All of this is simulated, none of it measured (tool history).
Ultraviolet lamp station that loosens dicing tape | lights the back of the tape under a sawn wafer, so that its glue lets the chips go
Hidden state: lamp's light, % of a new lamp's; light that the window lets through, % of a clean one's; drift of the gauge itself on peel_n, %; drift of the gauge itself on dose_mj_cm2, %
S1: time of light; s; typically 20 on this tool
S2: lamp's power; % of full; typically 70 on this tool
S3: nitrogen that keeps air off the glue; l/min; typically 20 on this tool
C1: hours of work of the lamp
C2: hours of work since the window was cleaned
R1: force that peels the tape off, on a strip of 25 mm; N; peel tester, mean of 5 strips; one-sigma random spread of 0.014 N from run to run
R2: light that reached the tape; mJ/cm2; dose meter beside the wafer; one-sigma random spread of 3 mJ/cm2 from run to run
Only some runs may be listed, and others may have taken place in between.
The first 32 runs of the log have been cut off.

Run 33, hour 444.2: usual settings but S2 67 % of full; C1 532; C2 125. Result: R1 1.07 N, R2 321 mJ/cm2.
Run 34, hour 463.4: usual settings but S1 35 s, S3 35 l/min; C1 541; C2 133. Result: R1 0.313 N, R2 573 mJ/cm2.
Run 35, hour 481: usual settings but S1 35 s, S3 35 l/min; C1 549; C2 141. Result: R1 0.326 N, R2 581 mJ/cm2.
Run 36, hour 498.2: usual settings but S1 24 s, S3 21 l/min; C1 556; C2 149. Result: R1 0.81 N, R2 394 mJ/cm2.
Run 37, hour 513.9: usual settings but S1 24 s, S3 21 l/min; C1 563; C2 155. Result: R1 0.808 N, R2 382 mJ/cm2.
Run 38, hour 531.8: usual settings but S2 67 % of full; C1 571; C2 163. Result: R1 1.106 N, R2 305 mJ/cm2.
Run 39, hour 548.9: usual settings but S1 32 s, S2 84 % of full, S3 8 l/min; C1 578; C2 171. Result: R1 0.662 N, R2 616 mJ/cm2.
Run 40, hour 560.5: usual settings but S1 11 s, S2 69 % of full, S3 23 l/min; C1 583; C2 176. Result: R1 1.957 N, R2 172 mJ/cm2.
Run 41, hour 570.6: usual settings but S1 11 s, S2 75 % of full, S3 23 l/min; C1 588; C2 180. Result: R1 1.81 N, R2 185 mJ/cm2.
Run 42, hour 581.3: usual settings but S1 11 s, S2 75 % of full, S3 6 l/min; C1 592; C2 185. Result: R1 2.485 N, R2 183 mJ/cm2.
Run 43, hour 592.5: usual settings but S1 11 s, S2 75 % of full, S3 6 l/min; C1 597; C2 190. Result: R1 2.47 N, R2 188 mJ/cm2.

Each row is a separate what-if for the run after 43, all from the same tool condition, not one after another. Results?
Run A, hour 608.8: usual settings but S1 10 s, S2 83 % of full, S3 19 l/min; C1 604; C2 197. Result: R1 ?, R2 ?.
Run B, hour 608.8: usual settings but S1 16 s, S2 79 % of full, S3 27 l/min; C1 604; C2 197. Result: R1 ?, R2 ?.
Run C, hour 608.8: usual settings but S1 11 s, S2 88 % of full, S3 19 l/min; C1 604; C2 197. Result: R1 ?, R2 ?.
Run D, hour 608.8: usual settings but S1 12 s, S2 96 % of full; C1 604; C2 197. Result: R1 ?, R2 ?.

run     R1   R2
  A  1.927  185
  B  1.133  280
  C  1.715  212
  D  1.413  259
With the hidden condition removed and each run's random variation left untouched, the same runs would have given:
run     R1   R2
  A   1.38  266
  B  0.669  403
  C  1.166  307
  D  0.898  372
